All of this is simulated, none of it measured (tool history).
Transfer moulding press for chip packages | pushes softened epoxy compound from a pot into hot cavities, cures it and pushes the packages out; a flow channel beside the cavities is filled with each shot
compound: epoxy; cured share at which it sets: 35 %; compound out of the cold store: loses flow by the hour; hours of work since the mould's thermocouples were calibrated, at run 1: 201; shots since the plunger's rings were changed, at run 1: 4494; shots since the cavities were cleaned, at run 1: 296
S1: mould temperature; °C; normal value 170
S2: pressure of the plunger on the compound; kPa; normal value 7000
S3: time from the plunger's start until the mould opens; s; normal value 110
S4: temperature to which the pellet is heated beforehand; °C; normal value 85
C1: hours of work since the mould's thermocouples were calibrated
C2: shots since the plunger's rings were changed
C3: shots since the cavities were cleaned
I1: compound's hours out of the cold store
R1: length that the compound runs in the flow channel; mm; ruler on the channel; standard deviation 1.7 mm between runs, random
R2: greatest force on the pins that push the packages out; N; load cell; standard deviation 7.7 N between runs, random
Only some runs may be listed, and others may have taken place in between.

| run | hour | S1 | S2 | S3 | S4 | C1 | C2 | C3 | I1 | R1 | R2 |
|---|---|---|---|---|---|---|---|---|---|---|---|
| 1 | 0 | 170 | 7000 | 110 | 85 | 201 | 4494 | 296 | 45.9 | 801 | 344 |
| 2 | 47.5 | 170 | 7000 | 110 | 85 | 222 | 4860 | 662 | 38.9 | 822 | 332 |
|  | 56.7 | plunger's sealing rings changed |
| 3 | 86.2 | 170 | 7000 | 110 | 85 | 239 | 227 | 940 | 45.3 | 796 | 332 |
|  | 115.6 | cavities cleaned with cleaning compound and waxed |
| 4 | 128 | 170 | 7000 | 110 | 85 | 257 | 537 | 95 | 37.1 | 826 | 336 |
| 5 | 160.7 | 170 | 8380 | 110 | 85 | 272 | 789 | 347 | 16.4 | 981 | 358 |
| 6 | 218.4 | 170 | 8380 | 110 | 85 | 298 | 1233 | 791 | 23 | 956 | 331 |
|  | 267.1 | cavities cleaned with cleaning compound and waxed |
| 7 | 276 | 170 | 8380 | 110 | 85 | 324 | 1665 | 69 | 32.2 | 922 | 337 |
|  | 338 | mould's thermocouples calibrated |
| 8 | 338 | 170 | 8380 | 110 | 85 | 0 | 2127 | 531 | 38.3 | 896 | 337 |
| 9 | 397.2 | 170 | 8380 | 110 | 85 | 27 | 2582 | 986 | 9.9 | 1008 | 348 |
|  | 422.4 | cavities cleaned with cleaning compound and waxed |
| 10 | 443.4 | 170 | 8380 | 110 | 85 | 47 | 2927 | 162 | 40.2 | 891 | 323 |
| 11 | 511.9 | 170 | 8380 | 110 | 85 | 78 | 3454 | 689 | 25.7 | 946 | 345 |
|  | 577 | cavities cleaned with cleaning compound and waxed |
| 12 | 588.7 | 170 | 8380 | 110 | 85 | 112 | 4033 | 90 | 25.3 | 951 | 333 |
| 13 | 656.3 | 170 | 8380 | 104 | 85 | 143 | 4554 | 611 | 38.3 | 902 | 352 |
| 14 | 700.5 | 170 | 8380 | 104 | 85 | 163 | 4894 | 951 | 23.6 | 952 | 354 |
|  | 709.5 | plunger's sealing rings changed |
|  | 735.3 | cavities cleaned with cleaning compound and waxed |
| 15 | 744 | 171 | 6970 | 107 | 85 | 181 | 254 | 67 | 42 | 806 | 321 |
| 16 | 814.2 | 172 | 8700 | 115 | 76 | 213 | 794 | 607 | 30.5 | 938 | 303 |
| 17 | 877.2 | 168 | 5970 | 115 | 80 | 242 | 1279 | 1092 | 20.5 | 825 | 352 |
|  | 889.3 | cavities cleaned with cleaning compound and waxed |
| 18 | 930.2 | 166 | 7000 | 125 | 85 | 265 | 1676 | 315 | 45 | 818 | 330 |
| 19 | 994.7 | 170 | 7000 | 104 | 94 | 294 | 2172 | 811 | 17.8 | 895 | 387 |
| 20 | 1027.6 | 174 | 7000 | 110 | 85 | 309 | 2425 | 1064 | 24.1 | 853 | 298 |
|  | 1046.1 | cavities cleaned with cleaning compound and waxed |
| 21 | 1062.5 | 174 | 7000 | 110 | 85 | 324 | 2682 | 126 | 23.5 | 855 | 303 |
| 22 | 1104.2 | 174 | 7000 | 110 | 85 | 343 | 3004 | 448 | 14.6 | 885 | 305 |
|  | 1124.2 | mould's thermocouples calibrated |
| 23 | 1161.6 | 170 | 7000 | 110 | 85 | 17 | 3430 | 874 | 29.9 | 851 | 341 |
|  | 1200.5 | cavities cleaned with cleaning compound and waxed |
| 24 | 1216.6 | 170 | 7000 | 110 | 85 | 41 | 3842 | 125 | 24.8 | 870 | 341 |
| 25 | 1252.5 | 170 | 8770 | 96 | 84 | 58 | 4118 | 401 | 28.8 | 954 | 407 |
| 26 | 1324.6 | 170 | 7000 | 101 | 92 | 90 | 4673 | 956 | 25.1 | 864 | 382 |
|  | 1358.3 | plunger's sealing rings changed |
|  | 1359.8 | cavities cleaned with cleaning compound and waxed |
| 27 | 1379.6 | 170 | 7000 | 101 | 92 | 113 | 152 | 152 | 35 | 832 | 361 |

Entry by entry between the runs, the difference in hidden state between the last listed run before and the first listed run after:
From run 2 to run 3: plunger's sealing rings changed (hour 56.7)
  pressure that reaches the compound, % of what is set: 99.92 -> 99.99; grip of the stained cavities, % over clean ones': 0.6 -> 0.8
From run 3 to run 4: cavities cleaned with cleaning compound and waxed (hour 115.6)
  grip of the stained cavities, % over clean ones': 0.8 -> 0.1
From run 6 to run 7: cavities cleaned with cleaning compound and waxed (hour 267.1)
  pressure that reaches the compound, % of what is set: 99.98 -> 99.97; grip of the stained cavities, % over clean ones': 0.7 -> 0.1
From run 7 to run 8: mould's thermocouples calibrated (hour 338)
  grip of the stained cavities, % over clean ones': 0.1 -> 0.6
From run 9 to run 10: cavities cleaned with cleaning compound and waxed (hour 422.4)
  pressure that reaches the compound, % of what is set: 99.96 -> 99.95; grip of the stained cavities, % over clean ones': 0.8 -> 0.2
From run 11 to run 12: cavities cleaned with cleaning compound and waxed (hour 577)
  pressure that reaches the compound, % of what is set: 99.95 -> 99.94; grip of the stained cavities, % over clean ones': 0.7 -> 0.2
From run 14 to run 15: plunger's sealing rings changed (hour 709.5); cavities cleaned with cleaning compound and waxed (hour 735.3)
  pressure that reaches the compound, % of what is set: 99.92 -> 99.98; grip of the stained cavities, % over clean ones': 0.8 -> 0.1
From run 17 to run 18: cavities cleaned with cleaning compound and waxed (hour 889.3)
  pressure that reaches the compound, % of what is set: 99.97 -> 99.96; grip of the stained cavities, % over clean ones': 0.9 -> 0.4
From run 20 to run 21: cavities cleaned with cleaning compound and waxed (hour 1046.1)
  pressure that reaches the compound, % of what is set: 99.95 -> 99.94; grip of the stained cavities, % over clean ones': 0.8 -> 0.2
From run 22 to run 23: mould's thermocouples calibrated (hour 1124.2)
  true mould temperature over the reading, C: 0.01 -> 0; pressure that reaches the compound, % of what is set: 99.94 -> 99.93; grip of the stained cavities, % over clean ones': 0.5 -> 0.8
From run 23 to run 24: cavities cleaned with cleaning compound and waxed (hour 1200.5)
  grip of the stained cavities, % over clean ones': 0.8 -> 0.2
From run 26 to run 27: plunger's sealing rings changed (hour 1358.3); cavities cleaned with cleaning compound and waxed (hour 1359.8)
  pressure that reaches the compound, % of what is set: 99.91 -> 99.99; grip of the stained cavities, % over clean ones': 0.8 -> 0.2
